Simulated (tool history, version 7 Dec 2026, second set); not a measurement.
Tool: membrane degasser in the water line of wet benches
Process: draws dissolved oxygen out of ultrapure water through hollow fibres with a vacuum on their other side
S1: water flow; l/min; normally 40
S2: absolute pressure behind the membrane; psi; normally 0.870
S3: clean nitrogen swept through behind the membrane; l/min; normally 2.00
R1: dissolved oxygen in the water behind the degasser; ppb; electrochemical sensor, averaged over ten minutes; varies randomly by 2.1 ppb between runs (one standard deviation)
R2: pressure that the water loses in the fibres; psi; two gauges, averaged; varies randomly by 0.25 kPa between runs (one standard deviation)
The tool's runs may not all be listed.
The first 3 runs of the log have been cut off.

run,day,S1,S2,S3,R1,R2
4,11.704,40,0.870,2.00,204.0,9.593
5,15.288,40,0.621,2.00,130.7,9.712
6,17.375,40,0.870,2.55,180.6,9.699
7,22.388,40,0.870,2.55,185.2,9.664
8,24.575,40,0.870,2.55,181.9,9.716
9,26.854,40,0.870,2.55,182.0,9.761
10,30.167,40,0.870,2.55,180.8,9.700
11,34.338,40,0.870,2.55,182.6,9.704
12,37.079,40,0.870,2.55,185.2,9.787
13,40.883,40,0.870,2.00,205.3,9.780
14,45.688,40,0.870,2.00,202.1,9.739
15,49.533,40,0.870,2.00,204.2,9.797
16,51.596,40,1.888,2.00,498.8,9.744
17,53.871,46,1.131,4.46,245.0,11.298
18,58.538,31,1.933,5.01,180.6,7.552
19,60.954,46,0.931,3.39,236.2,11.284

The next listed run, before its measurement:
20,64.038,40,1.188,5.28,?,?

R1: 172.8 ppb
R2: 9.848 psi
The same run, on a tool lacking any hidden state, would have yielded R1 172.6 ppb, R2 9.662 psi.
